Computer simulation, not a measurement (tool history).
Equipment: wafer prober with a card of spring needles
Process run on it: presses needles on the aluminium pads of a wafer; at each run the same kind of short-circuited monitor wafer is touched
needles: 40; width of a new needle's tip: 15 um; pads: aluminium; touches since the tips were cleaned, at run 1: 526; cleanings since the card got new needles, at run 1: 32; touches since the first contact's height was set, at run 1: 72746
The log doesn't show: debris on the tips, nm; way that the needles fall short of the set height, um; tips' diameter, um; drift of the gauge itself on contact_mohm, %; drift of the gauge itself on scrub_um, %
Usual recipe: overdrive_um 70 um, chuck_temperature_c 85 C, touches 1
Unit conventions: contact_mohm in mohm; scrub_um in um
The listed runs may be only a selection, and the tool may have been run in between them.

run   hour  overdrive_um  chuck_temperature_c  touches  touches since the tips were cleaned  cleanings since the card got new needles  touches since the first contact's height was set  contact_mohm  scrub_um
  1      0            70                   85        1                                  526                                        32                                             72746           169     12.95
       7.9  -- tips cleaned on abrasive film
      16.5  -- tips cleaned on abrasive film
  2   18.3            70                   85        1                                 1116                                        34                                             83883           172     12.87
      25.7  -- tips cleaned on abrasive film
      34.4  -- tips cleaned on abrasive film
  3   39.7            70                   85        1                                 3300                                        36                                             96965           187     12.88
      43.7  -- tips cleaned on abrasive film
        52  -- tips cleaned on abrasive film
  4   54.1            70                   85        1                                 1250                                        38                                            105659           171     12.85
      60.9  -- tips cleaned on abrasive film
  5   66.5            70                   85        1                                 3429                                        39                                            113244           187     12.85
      69.5  -- tips cleaned on abrasive film
      73.8  -- height of the first contact set anew
      78.6  -- tips cleaned on abrasive film
  6   78.6            62                   85        1                                    0                                        41                                              2860           161     11.52
      88.5  -- tips cleaned on abrasive film
      97.7  -- tips cleaned on abrasive film
  7   98.4            60                   78        1                                  483                                        43                                             14972           169     11.17
     106.1  -- tips cleaned on abrasive film
     115.3  -- tips cleaned on abrasive film
  8  115.3            70                   31        2                                    0                                        45                                             25243           150     12.98
     124.2  -- tips cleaned on abrasive film
  9  125.7            70                   54        2                                  918                                        46                                             31539           159     12.96
     133.1  -- tips cleaned on abrasive film
     142.4  -- tips cleaned on abrasive film
 10  145.8            60                  120        2                                 2101                                        48                                             43803           181     11.07

4 options for the next run, each taken on its own from the tool as it stands now. Forecast them:
     151.1  -- tips cleaned on abrasive film
       161  -- tips cleaned on abrasive film
  A  165.5            70                   78        1                                 2754                                        50                                             55794             ?         ?
     151.1  -- tips cleaned on abrasive film
       161  -- tips cleaned on abrasive film
  B  165.5            65                   49        2                                 2754                                        50                                             55794             ?         ?
     151.1  -- tips cleaned on abrasive film
       161  -- tips cleaned on abrasive film
  C  165.5            88                   47        2                                 2754                                        50                                             55794             ?         ?
     151.1  -- tips cleaned on abrasive film
       161  -- tips cleaned on abrasive film
  D  165.5            78                   34        1                                 2754                                        50                                             55794             ?         ?

run  contact_mohm  scrub_um
  A           186     12.94
  B           173     12.01
  C           164     16.27
  D           174     14.43
With the hidden condition removed and each run's random variation left untouched, the same runs would have given:
run  contact_mohm  scrub_um
  A           153     13.04
  B           150     12.11
  C           150     16.37
  D           144     14.53
